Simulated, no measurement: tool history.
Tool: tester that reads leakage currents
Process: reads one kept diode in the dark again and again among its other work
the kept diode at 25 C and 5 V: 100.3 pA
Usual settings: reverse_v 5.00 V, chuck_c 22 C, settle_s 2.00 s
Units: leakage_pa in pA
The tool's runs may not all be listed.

| run | day | reverse_v | chuck_c | settle_s | leakage_pa |
|---|---|---|---|---|---|
| 1 | 0.000 | 5.00 | 22 | 2.00 | 79.84 |
| 2 | 7.233 | 5.00 | 26 | 2.00 | 109.71 |
| 3 | 13.396 | 5.00 | 22 | 2.00 | 79.58 |
|  | 20.071 | chuck's temperature calibrated |
| 4 | 22.079 | 5.00 | 22 | 2.00 | 84.26 |
| 5 | 30.367 | 1.75 | 22 | 2.00 | 56.07 |
| 6 | 36.800 | 1.75 | 22 | 2.00 | 55.67 |
|  | 41.642 | probe card cleaned and baked |
| 7 | 43.021 | 5.00 | 58 | 2.00 | 1264.99 |
| 8 | 50.362 | 5.00 | 58 | 2.00 | 1250.78 |
| 9 | 57.967 | 8.05 | 22 | 2.00 | 91.67 |
| 10 | 65.412 | 8.05 | 22 | 2.00 | 92.02 |
| 11 | 71.404 | 8.05 | 22 | 2.00 | 91.08 |
| 12 | 77.108 | 5.00 | 50 | 4.18 | 701.85 |
| 13 | 82.279 | 5.70 | 25 | 2.00 | 103.36 |
| 14 | 90.196 | 1.71 | 23 | 0.33 | 57.49 |

5 ways to go on from here, each from the tool as it stands after run 14. What would each give?
| A | 96.300 | 17.65 | 34 | 2.00 | ? |
| B | 96.300 | 5.00 | 22 | 2.00 | ? |
| C | 96.300 | 1.71 | 23 | 4.80 | ? |
| D | 96.300 | 15.47 | 27 | 0.33 | ? |
| E | 96.300 | 2.15 | 41 | 1.86 | ? |

| run | leakage_pa |
|---|---|
| A | 321.83 |
| B | 76.29 |
| C | 55.93 |
| D | 185.03 |
| E | 262.11 |
Without the tool's hidden state the same runs would have given:
| run | leakage_pa |
|---|---|
| A | 330.17 |
| B | 78.16 |
| C | 58.17 |
| D | 187.39 |
| E | 273.86 |
